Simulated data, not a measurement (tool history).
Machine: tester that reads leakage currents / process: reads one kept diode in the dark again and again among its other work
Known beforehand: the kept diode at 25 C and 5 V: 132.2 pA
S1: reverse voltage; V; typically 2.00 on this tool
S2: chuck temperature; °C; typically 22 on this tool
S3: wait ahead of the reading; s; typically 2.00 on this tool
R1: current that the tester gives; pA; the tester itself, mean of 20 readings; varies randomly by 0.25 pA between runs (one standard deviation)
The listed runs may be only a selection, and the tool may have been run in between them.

run 1 hour=0.0 | S1=2.00 S2=22 S3=2.00 | R1=86.82
run 2 hour=121.6 | S1=2.00 S2=22 S3=2.00 | R1=88.22
run 3 hour=225.9 | S1=2.00 S2=22 S3=2.00 | R1=88.40
run 4 hour=309.3 | S1=2.00 S2=22 S3=2.00 | R1=89.10
run 5 hour=438.3 | S1=2.00 S2=22 S3=2.00 | R1=89.40
-- hour=511.8 probe card cleaned and baked
run 6 hour=511.8 | S1=2.00 S2=22 S3=2.00 | R1=87.09
-- hour=616.6 chuck's temperature calibrated
run 7 hour=654.9 | S1=2.00 S2=22 S3=2.00 | R1=81.72
run 8 hour=786.4 | S1=2.00 S2=22 S3=1.85 | R1=82.83
run 9 hour=857.4 | S1=2.00 S2=22 S3=1.85 | R1=82.37
run 10 hour=961.7 | S1=2.00 S2=22 S3=1.85 | R1=83.57
run 11 hour=1100.7 | S1=2.00 S2=46 S3=1.85 | R1=437.16
run 12 hour=1167.0 | S1=1.20 S2=22 S3=2.00 | R1=71.90
run 13 hour=1295.9 | S1=1.20 S2=22 S3=2.00 | R1=72.42
run 14 hour=1436.6 | S1=1.24 S2=22 S3=1.55 | R1=74.01
run 15 hour=1572.8 | S1=1.13 S2=31 S3=2.18 | R1=138.63
run 16 hour=1699.4 | S1=1.13 S2=31 S3=2.18 | R1=139.07
run 17 hour=1772.0 | S1=2.00 S2=22 S3=1.45 | R1=87.76
run 18 hour=1862.7 | S1=2.00 S2=42 S3=0.39 | R1=351.82
run 19 hour=1955.8 | S1=7.55 S2=24 S3=0.39 | R1=162.21
run 20 hour=2066.1 | S1=11.16 S2=45 S3=1.00 | R1=737.69
-- hour=2225.3 tester calibrated
run 21 hour=2225.3 | S1=1.74 S2=23 S3=2.00 | R1=93.18
run 22 hour=2348.9 | S1=1.78 S2=45 S3=0.54 | R1=421.94
-- hour=2361.8 chuck's temperature calibrated
run 23 hour=2484.3 | S1=7.25 S2=41 S3=0.92 | R1=470.04

Each run again, without the hidden state but with its own random variation kept:
Hidden state present: stray current of the dirty probe card, pA a volt; current scale over the true one, %; true chuck temperature over the reading, C; drift of the gauge itself on leakage_pa, %.
run=1 R1=79.84
run=2 R1=80.53
run=3 R1=80.17
run=4 R1=80.39
run=5 R1=80.06
run=6 R1=80.17
run=7 R1=80.16
run=8 R1=80.55
run=9 R1=79.75
run=10 R1=80.38
run=11 R1=421.93
run=12 R1=68.45
run=13 R1=68.43
run=14 R1=69.34
run=15 R1=129.83
run=16 R1=129.41
run=17 R1=80.27
run=18 R1=326.93
run=19 R1=144.66
run=20 R1=674.92
run=21 R1=82.89
run=22 R1=382.86
run=23 R1=457.43
